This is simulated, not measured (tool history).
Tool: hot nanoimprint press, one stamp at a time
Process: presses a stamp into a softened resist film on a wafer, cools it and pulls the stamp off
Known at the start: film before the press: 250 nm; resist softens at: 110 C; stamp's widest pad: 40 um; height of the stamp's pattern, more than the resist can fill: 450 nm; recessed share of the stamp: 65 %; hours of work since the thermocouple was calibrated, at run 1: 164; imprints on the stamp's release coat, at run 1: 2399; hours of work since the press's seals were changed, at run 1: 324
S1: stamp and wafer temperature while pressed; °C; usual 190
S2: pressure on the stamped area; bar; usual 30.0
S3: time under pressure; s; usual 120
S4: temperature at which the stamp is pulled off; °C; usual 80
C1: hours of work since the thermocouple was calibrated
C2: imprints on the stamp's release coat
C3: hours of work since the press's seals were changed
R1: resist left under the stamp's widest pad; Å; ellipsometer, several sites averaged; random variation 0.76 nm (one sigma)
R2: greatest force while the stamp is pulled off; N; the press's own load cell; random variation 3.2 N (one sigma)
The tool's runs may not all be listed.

run	hour	S1	S2	S3	S4	C1	C2	C3	R1	R2
1	0.0	190	30.0	120	80	164	2399	324	967	157
# hour 24.9: stamp cleaned and given a new release coat
2	30.6	190	30.0	120	80	175	16	335	966	156
3	56.1	190	30.0	120	80	186	87	347	972	148
4	76.0	190	30.0	120	80	195	142	356	961	153
5	90.9	190	30.0	120	80	202	183	362	953	160
6	114.8	190	30.0	120	80	213	250	373	958	143
7	143.5	190	30.0	120	80	226	330	386	964	149
8	165.5	190	30.0	120	80	236	391	396	968	152
9	197.2	190	30.0	207	80	250	479	410	794	153
10	225.2	190	30.0	207	80	263	557	423	787	150
11	238.1	190	30.0	120	80	268	593	429	964	154
12	263.6	190	35.8	120	80	280	664	440	875	146
13	285.3	190	35.8	120	80	290	725	450	874	152
14	312.5	190	30.0	120	80	302	800	462	970	151
15	337.0	190	30.0	120	80	313	868	473	959	154
16	367.2	190	30.0	120	80	327	953	487	982	160
17	391.3	190	30.0	120	80	338	1019	498	964	155
18	422.3	190	30.0	120	80	352	1106	512	974	151
19	448.6	190	29.7	117	83	363	1179	524	962	145
20	472.3	190	29.7	186	83	374	1245	534	826	141
21	485.5	190	30.0	176	80	380	1282	540	828	154
22	512.5	183	23.2	223	74	392	1357	553	1204	179
23	528.0	183	18.4	120	80	399	1400	560	1625	146
24	542.6	190	30.0	168	80	406	1441	566	855	157
25	566.1	190	30.0	168	80	416	1506	577	853	155
26	584.9	198	19.7	168	79	425	1558	585	788	158
27	612.9	179	38.1	218	79	438	1636	598	1113	156
28	636.0	179	38.1	218	79	448	1701	608	1100	163
29	662.4	190	18.2	120	87	460	1774	620	1267	130

Forecast each of these 5 alternatives for the next run:
A	682.6	190	26.8	120	80	469	1830	629	?	?
B	682.6	190	30.0	116	80	469	1830	629	?	?
C	682.6	190	18.2	66	87	469	1830	629	?	?
D	682.6	190	18.2	120	74	469	1830	629	?	?
E	682.6	190	20.4	137	65	469	1830	629	?	?

run	R1	R2
A	1034	155
B	978	151
C	1515	135
D	1269	168
E	1139	198
Without the tool's hidden state the same runs would have given:
run	R1	R2
A	1033	153
B	976	150
C	1514	134
D	1268	166
E	1138	196

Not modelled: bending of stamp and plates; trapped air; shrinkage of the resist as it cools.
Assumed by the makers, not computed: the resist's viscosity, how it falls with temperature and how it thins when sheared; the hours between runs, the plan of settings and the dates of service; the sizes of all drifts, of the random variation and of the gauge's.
